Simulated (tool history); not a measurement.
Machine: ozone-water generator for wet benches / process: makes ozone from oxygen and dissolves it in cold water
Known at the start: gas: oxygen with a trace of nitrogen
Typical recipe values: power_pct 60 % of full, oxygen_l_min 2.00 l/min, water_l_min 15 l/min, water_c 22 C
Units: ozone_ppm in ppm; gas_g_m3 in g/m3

{"run": 1, "day": 0.0, "power_pct": 60, "oxygen_l_min": 2.0, "water_l_min": 15, "water_c": 22, "ozone_ppm": 9.0, "gas_g_m3": 134.0}
{"run": 2, "day": 2.883, "power_pct": 67, "oxygen_l_min": 2.0, "water_l_min": 15, "water_c": 22, "ozone_ppm": 9.7, "gas_g_m3": 146.4}
{"run": 3, "day": 6.092, "power_pct": 67, "oxygen_l_min": 2.0, "water_l_min": 15, "water_c": 22, "ozone_ppm": 9.7, "gas_g_m3": 147.0}
{"run": 4, "day": 9.558, "power_pct": 60, "oxygen_l_min": 2.0, "water_l_min": 15, "water_c": 22, "ozone_ppm": 8.6, "gas_g_m3": 132.4}
{"run": 5, "day": 11.888, "power_pct": 60, "oxygen_l_min": 2.0, "water_l_min": 15, "water_c": 22, "ozone_ppm": 8.9, "gas_g_m3": 133.3}
{"run": 6, "day": 15.379, "power_pct": 60, "oxygen_l_min": 2.0, "water_l_min": 15, "water_c": 22, "ozone_ppm": 8.8, "gas_g_m3": 131.5}
{"run": 7, "day": 17.683, "power_pct": 60, "oxygen_l_min": 2.0, "water_l_min": 15, "water_c": 15, "ozone_ppm": 9.5, "gas_g_m3": 131.8}
{"run": 8, "day": 20.983, "power_pct": 60, "oxygen_l_min": 2.0, "water_l_min": 15, "water_c": 15, "ozone_ppm": 9.4, "gas_g_m3": 132.3}
{"run": 9, "day": 23.338, "power_pct": 60, "oxygen_l_min": 2.0, "water_l_min": 15, "water_c": 15, "ozone_ppm": 9.6, "gas_g_m3": 133.7}
{"run": 10, "day": 25.575, "power_pct": 60, "oxygen_l_min": 3.19, "water_l_min": 15, "water_c": 22, "ozone_ppm": 9.1, "gas_g_m3": 100.9}
{"run": 11, "day": 28.442, "power_pct": 51, "oxygen_l_min": 2.0, "water_l_min": 15, "water_c": 22, "ozone_ppm": 7.4, "gas_g_m3": 115.2}
{"run": 12, "day": 29.942, "power_pct": 51, "oxygen_l_min": 2.0, "water_l_min": 15, "water_c": 22, "ozone_ppm": 7.8, "gas_g_m3": 114.3}
{"run": 13, "day": 33.15, "power_pct": 59, "oxygen_l_min": 2.0, "water_l_min": 15, "water_c": 22, "ozone_ppm": 8.8, "gas_g_m3": 129.7}
{"run": 14, "day": 34.808, "power_pct": 60, "oxygen_l_min": 1.29, "water_l_min": 15, "water_c": 22, "ozone_ppm": 8.2, "gas_g_m3": 167.2}
{"run": 15, "day": 36.933, "power_pct": 60, "oxygen_l_min": 1.29, "water_l_min": 11, "water_c": 22, "ozone_ppm": 11.7, "gas_g_m3": 170.4}
{"run": 16, "day": 39.338, "power_pct": 60, "oxygen_l_min": 1.29, "water_l_min": 13, "water_c": 22, "ozone_ppm": 9.7, "gas_g_m3": 167.0}
{"run": 17, "day": 42.254, "power_pct": 86, "oxygen_l_min": 2.0, "water_l_min": 10, "water_c": 22, "ozone_ppm": 17.3, "gas_g_m3": 174.6}
{"run": 18, "day": 43.95, "power_pct": 81, "oxygen_l_min": 3.46, "water_l_min": 24, "water_c": 17, "ozone_ppm": 7.3, "gas_g_m3": 120.0}
{"run": 19, "day": 46.5, "power_pct": 64, "oxygen_l_min": 2.0, "water_l_min": 21, "water_c": 22, "ozone_ppm": 6.2, "gas_g_m3": 137.7}
{"run": 20, "day": 48.675, "power_pct": 60, "oxygen_l_min": 2.0, "water_l_min": 18, "water_c": 22, "ozone_ppm": 7.2, "gas_g_m3": 128.3}
{"run": 21, "day": 51.583, "power_pct": 60, "oxygen_l_min": 2.0, "water_l_min": 18, "water_c": 22, "ozone_ppm": 7.3, "gas_g_m3": 130.7}
{"run": 22, "day": 54.125, "power_pct": 60, "oxygen_l_min": 2.0, "water_l_min": 18, "water_c": 22, "ozone_ppm": 7.2, "gas_g_m3": 129.7}
{"run": 23, "day": 57.442, "power_pct": 60, "oxygen_l_min": 2.0, "water_l_min": 18, "water_c": 22, "ozone_ppm": 7.1, "gas_g_m3": 129.3}
{"run": 24, "day": 59.067, "power_pct": 60, "oxygen_l_min": 2.0, "water_l_min": 16, "water_c": 24, "ozone_ppm": 7.9, "gas_g_m3": 128.6}
{"run": 25, "day": 61.046, "power_pct": 60, "oxygen_l_min": 2.0, "water_l_min": 16, "water_c": 24, "ozone_ppm": 7.9, "gas_g_m3": 128.6}
{"run": 26, "day": 62.858, "power_pct": 60, "oxygen_l_min": 2.0, "water_l_min": 16, "water_c": 24, "ozone_ppm": 7.7, "gas_g_m3": 127.8}
{"run": 27, "day": 65.304, "power_pct": 83, "oxygen_l_min": 2.27, "water_l_min": 19, "water_c": 22, "ozone_ppm": 8.8, "gas_g_m3": 156.3}
{"run": 28, "day": 66.788, "power_pct": 83, "oxygen_l_min": 2.27, "water_l_min": 19, "water_c": 22, "ozone_ppm": 8.9, "gas_g_m3": 154.6}
{"run": 29, "day": 68.912, "power_pct": 65, "oxygen_l_min": 1.15, "water_l_min": 10, "water_c": 22, "ozone_ppm": 13.1, "gas_g_m3": 190.3}
{"run": 30, "day": 72.342, "power_pct": 97, "oxygen_l_min": 3.18, "water_l_min": 17, "water_c": 27, "ozone_ppm": 10.6, "gas_g_m3": 143.5}
{"run": 31, "day": 74.246, "power_pct": 97, "oxygen_l_min": 3.18, "water_l_min": 17, "water_c": 27, "ozone_ppm": 10.7, "gas_g_m3": 144.7}
{"run": 32, "day": 76.167, "power_pct": 42, "oxygen_l_min": 2.0, "water_l_min": 10, "water_c": 22, "ozone_ppm": 9.6, "gas_g_m3": 96.4}

Not shown here: 2 entries made in the log between runs. Locate each between two listed runs and compare the hidden state at the listed run before it with the hidden state at the listed run after it:
Runs 15 to 16: water thermometer calibrated (day 37.146)
  yield of the discharge, % of new electrodes': 95.4 -> 95.3; contactor's efficiency, % of a clean one's: 95.8 -> 95.7; true water temperature over the reading, C: 0.18 -> 0.31
  measured value less the no-hidden-state value, ozone_ppm: -0.7 -> -0.6 ppm; gas_g_m3: -7.1 -> -7.2 g/m3
Runs 17 to 18: water thermometer calibrated, once more (day 43.621)
  contactor's efficiency, % of a clean one's: 95.7 -> 95.6; true water temperature over the reading, C: 0.31 -> -0.03
  measured value less the no-hidden-state value, ozone_ppm: -1.4 -> -0.6 ppm; gas_g_m3: -10.4 -> -7.0 g/m3

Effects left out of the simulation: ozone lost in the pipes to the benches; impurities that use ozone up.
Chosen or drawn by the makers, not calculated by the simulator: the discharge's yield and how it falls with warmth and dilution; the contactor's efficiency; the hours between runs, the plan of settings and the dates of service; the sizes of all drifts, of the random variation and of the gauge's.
